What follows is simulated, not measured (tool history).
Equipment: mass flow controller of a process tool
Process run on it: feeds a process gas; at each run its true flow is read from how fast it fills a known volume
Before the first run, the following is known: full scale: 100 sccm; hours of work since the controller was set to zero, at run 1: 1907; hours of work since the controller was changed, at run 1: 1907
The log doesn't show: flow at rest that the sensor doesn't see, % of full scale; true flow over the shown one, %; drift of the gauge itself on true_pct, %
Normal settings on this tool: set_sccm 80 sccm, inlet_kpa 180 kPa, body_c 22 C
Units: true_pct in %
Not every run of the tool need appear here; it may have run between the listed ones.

run,hour,set_sccm,inlet_kpa,body_c,hours of work since the controller was set to zero,hours of work since the controller was changed,true_pct
1,0,80,180,22,1907,1907,99.12
2,79.2,80,180,22,1967,1967,99.28
3,194.6,80,180,22,2054,2054,99.47
4,300.7,80,180,22,2134,2134,99.71
5,436.6,80,180,22,2237,2237,99.82
6,583,80,180,22,2347,2347,100.13
7,686.8,18,180,22,2426,2426,98.62
8,806.6,18,180,22,2516,2516,98.86
9,920.5,80,180,22,2602,2602,100.87
10,1069,25,180,22,2715,2715,99.63
11,1146.9,25,180,22,2773,2773,99.76
12,1261.5,25,180,22,2860,2860,99.86
13,1370,25,265,22,2942,2942,100.37
# hour 1399.7: gauge calibrated
14,1482.2,80,180,26,3027,3027,99.62
15,1575.2,80,180,26,3097,3097,99.96
16,1689.1,80,180,22,3183,3183,99.69
17,1757.1,80,180,22,3234,3234,99.77
18,1876.8,80,180,22,3325,3325,99.94
19,2018,20,180,22,3431,3431,98.58
20,2104.3,20,180,22,3497,3497,98.8
21,2219.9,80,180,22,3584,3584,100.65
22,2331.9,80,260,26,3668,3668,101.59
23,2455.8,80,260,26,3762,3762,101.7
24,2523.6,80,260,26,3813,3813,101.79
25,2616.2,12,154,28,3883,3883,99.81
26,2738.9,12,154,36,3976,3976,100.87
27,2806.8,12,154,36,4027,4027,101.09
28,2868.7,24,180,24,4074,4074,100.51
29,3015,27,231,21,4184,4184,100.82
30,3129,44,231,21,4270,4270,101.5
31,3195.4,44,231,21,4321,4321,101.55
32,3269.8,44,231,21,4377,4377,101.77
33,3373.1,34,145,22,4455,4455,101.41
# hour 3387.1: gauge calibrated
34,3440.3,21,149,23,4506,4506,97.49
35,3583.6,32,180,22,4614,4614,98.1
36,3732.5,74,225,27,4726,4726,100.13
37,3841,96,225,27,4808,4808,101.1
38,3984.6,15,234,38,4917,4917,100.03
39,4091.8,16,269,32,4998,4998,99.92
40,4237.1,41,269,25,5107,5107,100.23
41,4368.8,29,209,25,5207,5207,99.97

For run 42, what comes out?
42,4501.2,80,240,22,5307,5307,?

true_pct: 101.45 %
Minus the tool's unlogged condition, the same run would have read true_pct 99.31 %.
